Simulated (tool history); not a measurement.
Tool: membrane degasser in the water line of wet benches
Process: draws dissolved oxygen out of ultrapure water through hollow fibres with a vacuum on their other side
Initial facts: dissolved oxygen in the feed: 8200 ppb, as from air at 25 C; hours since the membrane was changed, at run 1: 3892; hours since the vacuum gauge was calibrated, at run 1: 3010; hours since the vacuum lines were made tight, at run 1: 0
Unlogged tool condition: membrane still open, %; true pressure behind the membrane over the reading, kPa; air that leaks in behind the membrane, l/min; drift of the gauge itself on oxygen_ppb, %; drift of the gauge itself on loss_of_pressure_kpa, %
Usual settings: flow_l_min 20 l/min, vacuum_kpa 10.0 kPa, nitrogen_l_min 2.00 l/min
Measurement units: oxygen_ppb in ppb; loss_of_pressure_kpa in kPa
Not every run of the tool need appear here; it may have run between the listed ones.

run,day,flow_l_min,vacuum_kpa,nitrogen_l_min,hours since the membrane was changed,hours since the vacuum gauge was calibrated,hours since the vacuum lines were made tight,oxygen_ppb,loss_of_pressure_kpa
1,0.000,20,10.0,2.00,3892,3010,0,215.7,35.45
2,7.779,30,10.0,2.00,4078,3196,187,403.6,53.29
3,14.404,20,10.0,0.97,4237,3355,346,362.8,35.68
4,22.146,20,10.0,0.97,4423,3541,532,365.4,35.79
5,28.858,20,10.0,0.97,4584,3702,693,367.3,35.74
6,37.733,20,10.0,2.00,4797,3915,906,220.4,35.86
7,42.521,20,10.0,2.00,4912,4030,1020,226.7,35.71
8,52.429,20,10.0,2.00,5150,4268,1258,222.2,35.89
9,59.921,20,10.0,2.00,5330,4448,1438,222.2,36.18
10,66.662,20,10.0,2.00,5492,4610,1600,221.6,36.58
11,73.783,20,10.0,2.00,5663,4780,1771,226.6,36.24
12,83.054,20,10.0,2.00,5885,5003,1993,226.5,36.21
13,89.804,20,10.0,2.00,6047,5165,2155,226.9,36.07
14,96.558,20,10.0,2.00,6209,5327,2317,224.5,36.35
15,105.004,20,10.0,2.00,6412,5530,2520,229.7,36.24
16,109.925,20,10.0,2.00,6530,5648,2638,229.9,36.52
17,114.725,15,7.5,2.00,6645,5763,2753,108.8,27.34
18,120.692,32,10.0,2.00,6788,5906,2897,466.4,58.49
19,129.592,31,8.5,2.49,7002,6120,3110,364.1,57.23
20,134.304,31,8.5,2.49,7115,6233,3223,364.9,56.72
# day 140.433: vacuum gauge calibrated
21,143.996,16,6.6,2.00,7347,85,3455,97.8,29.12
22,148.362,18,18.5,2.45,7452,190,3560,313.7,33.04
23,153.154,18,18.5,2.45,7567,305,3675,317.5,32.69
# day 161.196: seals of the vacuum lines changed
24,161.896,18,18.5,2.45,7775,513,17,310.5,33.24
25,171.888,18,18.5,2.45,8015,753,257,313.4,33.17
26,181.854,29,10.1,2.42,8254,992,496,369.8,53.81
27,191.188,29,10.1,2.42,8478,1216,720,377.3,53.60
28,201.075,27,15.8,3.26,8715,1453,957,404.7,50.59

What if the next run were any one of these 5? Each begins from the tool's condition after run 28:
A,211.729,26,10.0,1.60,8971,1709,1213,?,?
B,211.729,14,10.0,1.10,8971,1709,1213,?,?
C,211.729,26,13.3,2.00,8971,1709,1213,?,?
D,211.729,28,11.4,1.88,8971,1709,1213,?,?
E,211.729,27,15.8,0.85,8971,1709,1213,?,?

run,oxygen_ppb,loss_of_pressure_kpa
A,392.3,48.10
B,220.7,26.51
C,433.5,48.81
D,435.5,52.33
E,903.0,50.29
With the hidden condition removed and each run's random variation left untouched, the same runs would have given:
run,oxygen_ppb,loss_of_pressure_kpa
A,343.7,44.14
B,206.3,24.35
C,386.8,44.81
D,382.2,48.01
E,853.7,46.14

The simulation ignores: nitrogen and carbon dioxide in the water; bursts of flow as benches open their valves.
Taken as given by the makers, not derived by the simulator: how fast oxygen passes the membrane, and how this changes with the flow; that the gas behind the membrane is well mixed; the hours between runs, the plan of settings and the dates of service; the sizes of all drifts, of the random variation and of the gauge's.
